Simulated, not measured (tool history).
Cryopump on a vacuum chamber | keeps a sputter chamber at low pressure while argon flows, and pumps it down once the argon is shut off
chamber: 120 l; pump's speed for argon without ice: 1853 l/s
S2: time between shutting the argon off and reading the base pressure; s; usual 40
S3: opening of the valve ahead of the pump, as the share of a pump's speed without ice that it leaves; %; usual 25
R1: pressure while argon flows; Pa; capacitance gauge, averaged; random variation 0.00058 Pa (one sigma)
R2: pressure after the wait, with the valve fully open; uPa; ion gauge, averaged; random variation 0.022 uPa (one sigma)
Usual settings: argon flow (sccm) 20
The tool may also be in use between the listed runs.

Run 1, hour 0: usual settings. Result: R1 0.0764 Pa, R2 0.76 uPa.
Run 2, hour 14.5: usual settings. Result: R1 0.0764 Pa, R2 0.76 uPa.
Run 3, hour 33.4: usual settings. Result: R1 0.0767 Pa, R2 0.74 uPa.
Run 4, hour 52.2: usual settings. Result: R1 0.0772 Pa, R2 0.78 uPa.
Run 5, hour 71.8: usual settings. Result: R1 0.0765 Pa, R2 0.77 uPa.
Run 6, hour 89.1: usual settings but S2 227 s. Result: R1 0.0774 Pa, R2 0.45 uPa.
Run 7, hour 111.2: usual settings but S2 227 s. Result: R1 0.078 Pa, R2 0.46 uPa.
Run 8, hour 132.4: usual settings but S2 227 s. Result: R1 0.0779 Pa, R2 0.48 uPa.
Run 9, hour 144.2: usual settings but S2 164 s, S3 30 %. Result: R1 0.065 Pa, R2 0.51 uPa.
Run 10, hour 156.7: usual settings but argon flow (sccm) 9, S2 164 s, S3 30 %. Result: R1 0.0304 Pa, R2 0.52 uPa.
Run 11, hour 180.5: usual settings but S2 76 s. Result: R1 0.0786 Pa, R2 0.63 uPa.
Run 12, hour 198.3: usual settings but S2 76 s. Result: R1 0.0771 Pa, R2 0.65 uPa.
Run 13, hour 210.6: usual settings but argon flow (sccm) 12, S2 30 s, S3 23 %. Result: R1 0.0505 Pa, R2 0.94 uPa.
Run 14, hour 222.6: usual settings but S3 39 %. Result: R1 0.0529 Pa, R2 0.87 uPa.

Hidden state or all else? Some run-to-run changes of R1, split into what the settings, what came in and random variation would give without the hidden state, and what is left for the hidden state (with any gauge scatter that isn't in both results):
The hidden state here: pump's speed, % of a pump's without ice; cold plate's temperature, K; leak into the chamber, uPa l/s; drift of the gauge itself on working_pa, %; drift of the gauge itself on base_upa, %.
Run 10 -> 11: argon flow (sccm) 9 -> 20, S2 164 -> 76, S3 30 -> 25. R1 +0.0482 Pa: hidden state +0.0029, all else +0.0453.
